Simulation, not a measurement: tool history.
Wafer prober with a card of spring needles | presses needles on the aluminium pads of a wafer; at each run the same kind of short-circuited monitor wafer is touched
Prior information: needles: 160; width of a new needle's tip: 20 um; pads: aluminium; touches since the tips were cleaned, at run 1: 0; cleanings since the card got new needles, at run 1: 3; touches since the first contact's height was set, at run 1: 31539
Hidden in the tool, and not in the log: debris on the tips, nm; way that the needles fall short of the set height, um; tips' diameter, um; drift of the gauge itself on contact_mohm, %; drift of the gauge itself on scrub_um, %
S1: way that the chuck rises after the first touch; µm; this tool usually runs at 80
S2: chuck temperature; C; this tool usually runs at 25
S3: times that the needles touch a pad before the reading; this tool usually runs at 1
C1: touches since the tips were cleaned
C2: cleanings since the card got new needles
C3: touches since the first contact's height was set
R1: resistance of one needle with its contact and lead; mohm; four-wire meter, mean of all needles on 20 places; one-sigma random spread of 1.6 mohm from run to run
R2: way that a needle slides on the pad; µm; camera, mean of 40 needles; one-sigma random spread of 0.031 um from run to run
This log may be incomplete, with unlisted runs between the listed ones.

run,hour,S1,S2,S3,C1,C2,C3,R1,R2
1,0.0,80,25,1,0,3,31539,166,10.38
2,8.6,80,25,1,1712,3,33251,163,10.43
3,18.0,80,25,1,3578,3,35117,163,10.40
4,24.4,74,25,1,4859,3,36398,166,9.65
5,35.1,74,25,1,6987,3,38526,167,9.60
# hour 45.2: tips cleaned on abrasive film
6,46.5,81,25,1,253,4,40779,164,10.57
7,56.4,81,25,1,2228,4,42754,164,10.54
8,64.7,80,25,1,3882,4,44408,165,10.42
9,71.5,80,25,2,5229,4,45755,162,10.47
10,82.4,80,25,2,7406,4,47932,164,10.40
11,87.6,80,25,1,8436,4,48962,166,10.50
# hour 90.8: tips cleaned on abrasive film
12,92.9,80,25,1,418,5,50000,164,10.46
13,103.3,80,69,1,2479,5,52061,176,10.51
14,112.9,80,69,1,4395,5,53977,174,10.48
15,118.4,80,69,1,5494,5,55076,173,10.54
16,129.0,80,69,1,7598,5,57180,174,10.46
# hour 135.7: tips cleaned on abrasive film
17,137.9,80,39,1,437,6,58940,166,10.48
18,144.2,80,86,1,1678,6,60181,175,10.50
19,153.7,83,38,2,3571,6,62074,165,10.88
20,160.8,83,38,1,4989,6,63492,164,10.91
21,167.5,83,38,1,6332,6,64835,165,10.87
22,172.2,71,26,2,7265,6,65768,167,9.27
23,177.5,80,80,1,8315,6,66818,176,10.53
# hour 180.7: tips cleaned on abrasive film
24,186.1,86,32,3,1071,7,68510,163,11.29
25,196.1,80,106,1,3053,7,70492,178,10.52
26,200.8,69,44,1,4003,7,71442,173,9.07
27,210.0,65,25,2,5837,7,73276,169,8.59
28,215.4,65,25,2,6915,7,74354,168,8.52
29,223.4,65,25,1,8499,7,75938,171,8.62

Run by run, hidden condition taken away, random variation retained:
run,R2
1,10.38
2,10.43
3,10.39
4,9.63
5,9.58
6,10.54
7,10.50
8,10.38
9,10.42
10,10.34
11,10.44
12,10.40
13,10.44
14,10.40
15,10.46
16,10.37
17,10.38
18,10.40
19,10.76
20,10.79
21,10.74
22,9.16
23,10.40
24,11.15
25,10.38
26,8.95
27,8.46
28,8.40
29,8.49
R1: at most 1 mohm away from the measurement, every run.
